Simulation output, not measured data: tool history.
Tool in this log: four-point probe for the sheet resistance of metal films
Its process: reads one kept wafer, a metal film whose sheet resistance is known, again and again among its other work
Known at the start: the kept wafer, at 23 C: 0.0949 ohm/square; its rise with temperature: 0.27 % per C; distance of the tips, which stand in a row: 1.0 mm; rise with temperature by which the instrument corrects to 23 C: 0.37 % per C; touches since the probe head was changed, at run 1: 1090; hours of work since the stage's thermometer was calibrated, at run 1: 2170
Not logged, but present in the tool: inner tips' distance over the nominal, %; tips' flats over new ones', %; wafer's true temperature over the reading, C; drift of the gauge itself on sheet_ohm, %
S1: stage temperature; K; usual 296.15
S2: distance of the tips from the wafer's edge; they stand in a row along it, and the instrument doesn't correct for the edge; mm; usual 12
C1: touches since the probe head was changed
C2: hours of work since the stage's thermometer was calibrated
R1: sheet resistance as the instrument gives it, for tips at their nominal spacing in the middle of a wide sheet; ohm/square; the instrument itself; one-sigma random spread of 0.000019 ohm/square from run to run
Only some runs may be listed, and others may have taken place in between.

| run | hour | S1 | S2 | C1 | C2 | R1 |
|---|---|---|---|---|---|---|
| 1 | 0.0 | 296.15 | 12 | 1090 | 2170 | 0.095271 |
| 2 | 110.6 | 296.15 | 12 | 2828 | 2245 | 0.095296 |
|  | 129.8 | stage's thermometer calibrated |
| 3 | 213.4 | 296.15 | 12 | 4434 | 57 | 0.095408 |
| 4 | 278.0 | 296.15 | 56 | 5449 | 101 | 0.095024 |
| 5 | 408.9 | 296.15 | 56 | 7505 | 190 | 0.095009 |
| 6 | 551.1 | 296.15 | 56 | 9739 | 286 | 0.094986 |
| 7 | 644.5 | 296.15 | 56 | 11207 | 350 | 0.094983 |
| 8 | 774.7 | 296.15 | 56 | 13252 | 438 | 0.094938 |
| 9 | 868.9 | 294.15 | 12 | 14731 | 502 | 0.095441 |
| 10 | 953.9 | 294.15 | 12 | 16067 | 560 | 0.095430 |
| 11 | 1054.1 | 294.15 | 12 | 17642 | 628 | 0.095409 |
| 12 | 1121.0 | 294.15 | 12 | 18692 | 673 | 0.095405 |
| 13 | 1196.7 | 294.15 | 12 | 19881 | 725 | 0.095389 |
| 14 | 1303.3 | 294.15 | 12 | 21555 | 797 | 0.095405 |
| 15 | 1397.4 | 294.15 | 6 | 23035 | 861 | 0.096397 |
| 16 | 1488.2 | 294.15 | 6 | 24462 | 923 | 0.096359 |
| 17 | 1581.7 | 291.15 | 12 | 25929 | 986 | 0.095619 |
| 18 | 1675.5 | 291.15 | 12 | 27403 | 1050 | 0.095542 |
| 19 | 1760.9 | 291.15 | 12 | 28745 | 1108 | 0.095561 |
| 20 | 1832.7 | 296.15 | 12 | 29872 | 1157 | 0.095128 |
| 21 | 1963.4 | 296.15 | 12 | 31925 | 1246 | 0.095094 |
| 22 | 2042.5 | 296.15 | 12 | 33169 | 1299 | 0.095049 |
| 23 | 2156.2 | 296.15 | 12 | 34956 | 1377 | 0.095032 |
| 24 | 2302.2 | 296.15 | 12 | 37248 | 1476 | 0.095019 |
| 25 | 2378.3 | 296.15 | 12 | 38444 | 1527 | 0.095004 |
| 26 | 2464.4 | 292.15 | 17 | 39796 | 1586 | 0.095217 |
| 27 | 2559.3 | 292.15 | 17 | 41288 | 1650 | 0.095159 |
| 28 | 2674.6 | 294.15 | 12 | 43098 | 1729 | 0.095154 |
| 29 | 2798.3 | 294.15 | 12 | 45041 | 1813 | 0.095099 |
| 30 | 2943.9 | 294.15 | 12 | 47329 | 1912 | 0.095097 |
| 31 | 3087.1 | 301.15 | 12 | 49579 | 2009 | 0.094426 |
| 32 | 3177.0 | 301.15 | 12 | 50991 | 2070 | 0.094409 |
| 33 | 3288.0 | 302.15 | 53 | 52735 | 2145 | 0.093978 |
| 34 | 3386.7 | 302.15 | 53 | 54286 | 2212 | 0.093947 |
|  | 3459.8 | stage's thermometer calibrated |
| 35 | 3512.0 | 297.15 | 64 | 56246 | 35 | 0.094524 |
| 36 | 3615.4 | 295.15 | 21 | 57871 | 106 | 0.094831 |
| 37 | 3718.1 | 303.15 | 12 | 59484 | 175 | 0.094299 |
| 38 | 3830.2 | 296.15 | 13 | 61245 | 252 | 0.094869 |
| 39 | 3903.5 | 296.15 | 13 | 62396 | 301 | 0.094870 |
| 40 | 4028.2 | 292.15 | 7 | 64355 | 386 | 0.095895 |
| 41 | 4108.1 | 300.15 | 35 | 65611 | 440 | 0.094204 |
| 42 | 4232.3 | 305.15 | 24 | 67562 | 525 | 0.093819 |
| 43 | 4314.8 | 300.15 | 8 | 68858 | 581 | 0.094911 |
| 44 | 4424.9 | 305.15 | 63 | 70587 | 656 | 0.093720 |

Below, some changes in R1 between adjacent runs. For each, the amount present without the hidden state too (settings, incoming material, random variation) and the amount remaining for the hidden state with gauge scatter not shared by both compared results:
Run 2 -> 3: stage's thermometer calibrated. R1 +0.000112 ohm/square: hidden state +0.000097, all else +0.000015.
Run 5 -> 6: settings left as they were, no log entry in between. R1 -0.000023 ohm/square: hidden state -0.000026, all else +0.000003.
Run 34 -> 35: S1 302.15 -> 297.15, S2 53 -> 64, stage's thermometer calibrated. R1 +0.000577 ohm/square: hidden state +0.000122, all else +0.000455.
Run 40 -> 41: S1 292.15 -> 300.15, S2 7 -> 35. R1 -0.001691 ohm/square: hidden state -0.000007, all else -0.001684.
Run 42 -> 43: S1 305.15 -> 300.15, S2 24 -> 8. R1 +0.001092 ohm/square: hidden state -0.000019, all else +0.001111.
Run 43 -> 44: S1 300.15 -> 305.15, S2 8 -> 63. R1 -0.001191 ohm/square: hidden state -0.000012, all else -0.001179.
